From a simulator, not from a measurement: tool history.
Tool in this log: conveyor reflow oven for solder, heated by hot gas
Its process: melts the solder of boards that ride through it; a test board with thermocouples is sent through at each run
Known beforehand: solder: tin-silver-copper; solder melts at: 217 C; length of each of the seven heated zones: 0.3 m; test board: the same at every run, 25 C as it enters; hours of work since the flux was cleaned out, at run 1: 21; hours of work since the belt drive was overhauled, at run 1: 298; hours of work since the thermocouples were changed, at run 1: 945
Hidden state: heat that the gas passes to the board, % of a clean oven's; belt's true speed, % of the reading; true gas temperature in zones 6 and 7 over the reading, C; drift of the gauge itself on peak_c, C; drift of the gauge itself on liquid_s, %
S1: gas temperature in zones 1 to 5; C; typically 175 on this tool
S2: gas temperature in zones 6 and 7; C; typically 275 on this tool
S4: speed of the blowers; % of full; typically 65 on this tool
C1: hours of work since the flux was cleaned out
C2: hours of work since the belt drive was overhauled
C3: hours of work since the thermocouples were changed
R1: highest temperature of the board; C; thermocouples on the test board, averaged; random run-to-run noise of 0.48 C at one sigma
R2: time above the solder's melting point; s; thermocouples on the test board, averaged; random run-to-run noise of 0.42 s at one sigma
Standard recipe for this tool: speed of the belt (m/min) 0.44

{"run": 1, "hour": 0.0, "S1": 175, "S2": 275, "speed of the belt (m/min)": 0.44, "S4": 65, "C1": 21, "C2": 298, "C3": 945, "R1": 254.1, "R2": 62.8}
{"run": 2, "hour": 16.4, "S1": 175, "S2": 264, "speed of the belt (m/min)": 0.44, "S4": 65, "C1": 31, "C2": 307, "C3": 955, "R1": 244.7, "R2": 55}
{"run": 3, "hour": 25.7, "S1": 175, "S2": 264, "speed of the belt (m/min)": 0.44, "S4": 65, "C1": 36, "C2": 312, "C3": 960, "R1": 244, "R2": 54.3}
{"run": 4, "hour": 36.3, "S1": 175, "S2": 264, "speed of the belt (m/min)": 0.44, "S4": 65, "C1": 42, "C2": 318, "C3": 966, "R1": 244.4, "R2": 54.5}
{"run": 5, "hour": 48.9, "S1": 175, "S2": 264, "speed of the belt (m/min)": 0.44, "S4": 65, "C1": 49, "C2": 325, "C3": 973, "R1": 244.1, "R2": 54.4}
{"run": 6, "hour": 66.7, "S1": 175, "S2": 264, "speed of the belt (m/min)": 0.44, "S4": 65, "C1": 59, "C2": 335, "C3": 983, "R1": 244.1, "R2": 54.7}
{"run": 7, "hour": 75.1, "S1": 175, "S2": 275, "speed of the belt (m/min)": 0.44, "S4": 65, "C1": 64, "C2": 340, "C3": 988, "R1": 254.2, "R2": 62.5}
{"run": 8, "hour": 92.3, "S1": 175, "S2": 275, "speed of the belt (m/min)": 0.491, "S4": 65, "C1": 74, "C2": 350, "C3": 998, "R1": 249.8, "R2": 52.3}
{"hour": 103.1, "done": "thermocouples of zones 6 and 7 changed"}
{"run": 9, "hour": 103.1, "S1": 175, "S2": 275, "speed of the belt (m/min)": 0.491, "S4": 65, "C1": 79, "C2": 355, "C3": 0, "R1": 252.7, "R2": 54.2}
{"run": 10, "hour": 110.9, "S1": 166, "S2": 275, "speed of the belt (m/min)": 0.491, "S4": 65, "C1": 83, "C2": 359, "C3": 4, "R1": 249.9, "R2": 49.1}
{"run": 11, "hour": 118.6, "S1": 166, "S2": 275, "speed of the belt (m/min)": 0.491, "S4": 65, "C1": 87, "C2": 364, "C3": 9, "R1": 250.6, "R2": 49.8}
{"run": 12, "hour": 127.2, "S1": 166, "S2": 275, "speed of the belt (m/min)": 0.491, "S4": 65, "C1": 92, "C2": 368, "C3": 14, "R1": 251, "R2": 49}
{"run": 13, "hour": 135.7, "S1": 175, "S2": 275, "speed of the belt (m/min)": 0.44, "S4": 65, "C1": 97, "C2": 373, "C3": 18, "R1": 257, "R2": 63.9}
{"run": 14, "hour": 149.1, "S1": 175, "S2": 275, "speed of the belt (m/min)": 0.44, "S4": 65, "C1": 105, "C2": 381, "C3": 26, "R1": 256.5, "R2": 64.1}
{"run": 15, "hour": 163.1, "S1": 175, "S2": 275, "speed of the belt (m/min)": 0.44, "S4": 65, "C1": 113, "C2": 389, "C3": 34, "R1": 256.9, "R2": 63.7}
{"run": 16, "hour": 176.8, "S1": 175, "S2": 275, "speed of the belt (m/min)": 0.44, "S4": 85, "C1": 120, "C2": 397, "C3": 42, "R1": 263, "R2": 68.4}
{"run": 17, "hour": 193.6, "S1": 184, "S2": 270, "speed of the belt (m/min)": 0.372, "S4": 80, "C1": 130, "C2": 406, "C3": 51, "R1": 261.4, "R2": 85.5}
{"run": 18, "hour": 203.1, "S1": 184, "S2": 270, "speed of the belt (m/min)": 0.372, "S4": 80, "C1": 135, "C2": 411, "C3": 57, "R1": 261.1, "R2": 86.5}
{"run": 19, "hour": 211.8, "S1": 184, "S2": 270, "speed of the belt (m/min)": 0.372, "S4": 80, "C1": 140, "C2": 416, "C3": 62, "R1": 261.2, "R2": 86.5}
{"run": 20, "hour": 228.1, "S1": 175, "S2": 268, "speed of the belt (m/min)": 0.467, "S4": 57, "C1": 149, "C2": 426, "C3": 71, "R1": 245.3, "R2": 49.6}
{"run": 21, "hour": 238.4, "S1": 164, "S2": 279, "speed of the belt (m/min)": 0.408, "S4": 72, "C1": 155, "C2": 431, "C3": 77, "R1": 261.8, "R2": 70.2}
{"run": 22, "hour": 253.6, "S1": 163, "S2": 266, "speed of the belt (m/min)": 0.408, "S4": 72, "C1": 164, "C2": 440, "C3": 85, "R1": 250.8, "R2": 61.2}
{"run": 23, "hour": 271.3, "S1": 163, "S2": 286, "speed of the belt (m/min)": 0.408, "S4": 77, "C1": 174, "C2": 450, "C3": 95, "R1": 269.6, "R2": 74.2}
{"run": 24, "hour": 280.2, "S1": 175, "S2": 275, "speed of the belt (m/min)": 0.44, "S4": 68, "C1": 179, "C2": 455, "C3": 100, "R1": 257.3, "R2": 64.6}
{"run": 25, "hour": 292.7, "S1": 172, "S2": 275, "speed of the belt (m/min)": 0.421, "S4": 68, "C1": 186, "C2": 462, "C3": 107, "R1": 258, "R2": 67.9}
{"run": 26, "hour": 302.8, "S1": 175, "S2": 275, "speed of the belt (m/min)": 0.397, "S4": 65, "C1": 192, "C2": 468, "C3": 113, "R1": 259.6, "R2": 73.7}
{"run": 27, "hour": 313.4, "S1": 175, "S2": 275, "speed of the belt (m/min)": 0.397, "S4": 65, "C1": 198, "C2": 474, "C3": 119, "R1": 258.9, "R2": 74.4}
{"run": 28, "hour": 321.1, "S1": 175, "S2": 275, "speed of the belt (m/min)": 0.397, "S4": 65, "C1": 202, "C2": 478, "C3": 123, "R1": 259.5, "R2": 74.2}
{"run": 29, "hour": 338.0, "S1": 179, "S2": 273, "speed of the belt (m/min)": 0.44, "S4": 85, "C1": 212, "C2": 488, "C3": 133, "R1": 259.9, "R2": 69.6}
{"run": 30, "hour": 354.6, "S1": 184, "S2": 273, "speed of the belt (m/min)": 0.473, "S4": 85, "C1": 221, "C2": 497, "C3": 142, "R1": 257.9, "R2": 65.1}

Alternative continuations, all from the tool just after run 30; predict every row:
{"run": "A", "hour": 367.9, "S1": 184, "S2": 273, "speed of the belt (m/min)": 0.473, "S4": 60, "C1": 229, "C2": 505, "C3": 150, "R1": "?", "R2": "?"}
{"run": "B", "hour": 367.9, "S1": 175, "S2": 275, "speed of the belt (m/min)": 0.353, "S4": 65, "C1": 229, "C2": 505, "C3": 150, "R1": "?", "R2": "?"}
{"run": "C", "hour": 367.9, "S1": 175, "S2": 269, "speed of the belt (m/min)": 0.44, "S4": 63, "C1": 229, "C2": 505, "C3": 150, "R1": "?", "R2": "?"}
{"run": "D", "hour": 367.9, "S1": 184, "S2": 273, "speed of the belt (m/min)": 0.442, "S4": 62, "C1": 229, "C2": 505, "C3": 150, "R1": "?", "R2": "?"}
{"run": "E", "hour": 367.9, "S1": 180, "S2": 274, "speed of the belt (m/min)": 0.473, "S4": 51, "C1": 229, "C2": 505, "C3": 150, "R1": "?", "R2": "?"}

run=A R1=250.6 R2=58.2
run=B R1=261.8 R2=86.9
run=C R1=248.8 R2=59.5
run=D R1=253.7 R2=65.7
run=E R1=246 R2=51.6
With no hidden state in the tool, these same runs would have given:
run=A R1=252.5 R2=59.7
run=B R1=263.4 R2=87.6
run=C R1=250.7 R2=61.2
run=D R1=255.5 R2=66.8
run=E R1=247.7 R2=53.2
